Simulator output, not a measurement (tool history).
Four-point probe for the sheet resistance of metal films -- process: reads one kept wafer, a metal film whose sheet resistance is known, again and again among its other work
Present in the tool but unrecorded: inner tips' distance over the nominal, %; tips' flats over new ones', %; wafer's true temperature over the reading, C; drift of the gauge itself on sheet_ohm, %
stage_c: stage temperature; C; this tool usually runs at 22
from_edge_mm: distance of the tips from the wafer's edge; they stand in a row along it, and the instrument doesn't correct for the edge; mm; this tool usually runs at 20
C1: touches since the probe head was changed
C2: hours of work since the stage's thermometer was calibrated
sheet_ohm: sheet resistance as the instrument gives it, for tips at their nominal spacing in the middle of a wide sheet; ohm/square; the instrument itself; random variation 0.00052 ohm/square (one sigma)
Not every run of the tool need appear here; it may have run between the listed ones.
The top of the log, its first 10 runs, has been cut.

Run 11, hour 426.2: usual settings; C1 112341; C2 127. Result: sheet_ohm 2.603169 ohm/square.
Run 12, hour 466.2: usual settings; C1 113879; C2 155. Result: sheet_ohm 2.602719 ohm/square.
Run 13, hour 496.2: usual settings but from_edge_mm 3 mm; C1 115032; C2 175. Result: sheet_ohm 2.662249 ohm/square.
Run 14, hour 544.6: usual settings but stage_c 18 C; C1 116892; C2 208. Result: sheet_ohm 2.604118 ohm/square.
Run 15, hour 600.6: usual settings but stage_c 18 C, from_edge_mm 46 mm; C1 119049; C2 246. Result: sheet_ohm 2.604607 ohm/square.
Run 16, hour 634.8: usual settings but stage_c 18 C, from_edge_mm 46 mm; C1 120365; C2 270. Result: sheet_ohm 2.604546 ohm/square.
Run 17, hour 662.9: usual settings but from_edge_mm 58 mm; C1 121446; C2 289. Result: sheet_ohm 2.60232 ohm/square.
Run 18, hour 714.4: usual settings; C1 123426; C2 324. Result: sheet_ohm 2.603999 ohm/square.
Run 19, hour 760.9: usual settings; C1 125213; C2 355. Result: sheet_ohm 2.60431 ohm/square.
Run 20, hour 797.5: usual settings; C1 126623; C2 380. Result: sheet_ohm 2.606349 ohm/square.
Run 21, hour 860.6: usual settings; C1 129049; C2 423. Result: sheet_ohm 2.606282 ohm/square.
Run 22, hour 910.5: usual settings but stage_c 31 C; C1 130967; C2 457. Result: sheet_ohm 2.603638 ohm/square.
Run 23, hour 941.1: usual settings but stage_c 31 C; C1 132146; C2 478. Result: sheet_ohm 2.602868 ohm/square.
Run 24, hour 999.4: usual settings but stage_c 23 C, from_edge_mm 5 mm; C1 134387; C2 518. Result: sheet_ohm 2.627459 ohm/square.
Run 25, hour 1050.7: usual settings but stage_c 23 C, from_edge_mm 5 mm; C1 136360; C2 553. Result: sheet_ohm 2.628524 ohm/square.
Run 26, hour 1112.9: usual settings but stage_c 32 C, from_edge_mm 65 mm; C1 138753; C2 595. Result: sheet_ohm 2.602196 ohm/square.
Run 27, hour 1152.1: usual settings but stage_c 32 C, from_edge_mm 65 mm; C1 140262; C2 622. Result: sheet_ohm 2.603282 ohm/square.
Run 28, hour 1197.7: usual settings but stage_c 29 C, from_edge_mm 4 mm; C1 142016; C2 653. Result: sheet_ohm 2.638907 ohm/square.
Run 29, hour 1248.3: usual settings but stage_c 27 C, from_edge_mm 17 mm; C1 143961; C2 687. Result: sheet_ohm 2.607895 ohm/square.
Run 30, hour 1301: usual settings but stage_c 27 C, from_edge_mm 17 mm; C1 145987; C2 723. Result: sheet_ohm 2.607086 ohm/square.
Run 31, hour 1356.5: usual settings but from_edge_mm 12 mm; C1 148126; C2 761. Result: sheet_ohm 2.611729 ohm/square.
Run 32, hour 1407: usual settings but stage_c 20 C, from_edge_mm 23 mm; C1 150067; C2 795. Result: sheet_ohm 2.611094 ohm/square.
Run 33, hour 1448.5: usual settings but stage_c 20 C, from_edge_mm 23 mm; C1 151661; C2 824. Result: sheet_ohm 2.611636 ohm/square.

What does the tool deliver on the next run?
Run 34, hour 1478.1: usual settings but stage_c 20 C, from_edge_mm 23 mm; C1 152800; C2 844. Result: sheet_ohm ?.

{"run 34": {"sheet_ohm": 2.611704}}
On a tool with no hidden condition, and with the same random variation, this run would have come out at sheet_ohm 2.595348 ohm/square.
